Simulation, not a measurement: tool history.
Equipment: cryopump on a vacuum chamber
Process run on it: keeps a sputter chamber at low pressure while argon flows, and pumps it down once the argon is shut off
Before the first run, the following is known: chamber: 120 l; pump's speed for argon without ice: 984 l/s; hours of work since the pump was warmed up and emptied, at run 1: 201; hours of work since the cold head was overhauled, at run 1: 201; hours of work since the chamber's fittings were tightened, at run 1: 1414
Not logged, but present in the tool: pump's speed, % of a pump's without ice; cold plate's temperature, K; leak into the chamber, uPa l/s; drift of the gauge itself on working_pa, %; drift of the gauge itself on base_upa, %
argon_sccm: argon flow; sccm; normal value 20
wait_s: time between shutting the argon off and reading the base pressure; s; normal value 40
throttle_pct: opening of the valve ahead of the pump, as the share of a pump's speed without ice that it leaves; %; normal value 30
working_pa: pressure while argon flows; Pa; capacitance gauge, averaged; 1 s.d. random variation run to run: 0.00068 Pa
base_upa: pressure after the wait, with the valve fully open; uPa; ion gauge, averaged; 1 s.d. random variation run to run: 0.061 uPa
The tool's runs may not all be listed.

| run | hour | argon_sccm | wait_s | throttle_pct | hours of work since the pump was warmed up and emptied | hours of work since the cold head was overhauled | hours of work since the chamber's fittings were tightened | working_pa | base_upa |
|---|---|---|---|---|---|---|---|---|---|
| 1 | 0.0 | 20 | 40 | 30 | 201 | 201 | 1414 | 0.1178 | 5.39 |
| 2 | 20.4 | 10 | 40 | 30 | 212 | 212 | 1426 | 0.0589 | 5.29 |
| 3 | 50.9 | 10 | 40 | 30 | 229 | 229 | 1442 | 0.0596 | 5.58 |
| 4 | 77.0 | 10 | 40 | 30 | 244 | 244 | 1457 | 0.0597 | 5.68 |
| 5 | 94.4 | 20 | 30 | 30 | 253 | 253 | 1466 | 0.1196 | 6.73 |
| 6 | 124.2 | 20 | 30 | 30 | 270 | 270 | 1483 | 0.1186 | 6.77 |
| 7 | 146.5 | 20 | 30 | 30 | 282 | 282 | 1495 | 0.1188 | 6.76 |
| 8 | 166.9 | 20 | 30 | 30 | 293 | 293 | 1506 | 0.1210 | 6.81 |
| 9 | 183.2 | 20 | 40 | 22 | 302 | 302 | 1515 | 0.1617 | 5.78 |
| 10 | 207.6 | 20 | 40 | 22 | 316 | 316 | 1529 | 0.1626 | 5.70 |
| 11 | 222.2 | 20 | 57 | 19 | 324 | 324 | 1537 | 0.1882 | 4.78 |
| 12 | 240.8 | 18 | 40 | 44 | 334 | 334 | 1547 | 0.0765 | 5.72 |
| 13 | 256.6 | 14 | 65 | 26 | 343 | 343 | 1556 | 0.0979 | 4.32 |
| 14 | 270.7 | 28 | 109 | 59 | 351 | 351 | 1564 | 0.0911 | 3.58 |
| 15 | 286.9 | 37 | 109 | 59 | 359 | 359 | 1573 | 0.1226 | 3.62 |
| 16 | 311.8 | 37 | 86 | 16 | 373 | 373 | 1586 | 0.4112 | 4.11 |
| 17 | 331.8 | 18 | 113 | 17 | 384 | 384 | 1597 | 0.1885 | 3.54 |
| 18 | 354.1 | 27 | 51 | 30 | 397 | 397 | 1610 | 0.1663 | 5.04 |
| 19 | 374.6 | 15 | 28 | 19 | 408 | 408 | 1621 | 0.1435 | 7.39 |
| 20 | 402.0 | 16 | 37 | 30 | 423 | 423 | 1636 | 0.0991 | 6.27 |

Alternative continuations, all from the tool just after run 20; predict every row:
| A | 418.6 | 14 | 40 | 48 | 432 | 432 | 1645 | ? | ? |
| B | 418.6 | 8 | 190 | 45 | 432 | 432 | 1645 | ? | ? |
| C | 418.6 | 16 | 37 | 42 | 432 | 432 | 1645 | ? | ? |
| D | 418.6 | 36 | 40 | 30 | 432 | 432 | 1645 | ? | ? |

| run | working_pa | base_upa |
|---|---|---|
| A | 0.0561 | 5.93 |
| B | 0.0339 | 3.21 |
| C | 0.0736 | 6.18 |
| D | 0.2215 | 5.95 |
Stripped of hidden state, with their random variation kept, the same runs would have yielded:
| run | working_pa | base_upa |
|---|---|---|
| A | 0.0494 | 3.78 |
| B | 0.0301 | 1.04 |
| C | 0.0659 | 4.04 |
| D | 0.2043 | 3.79 |
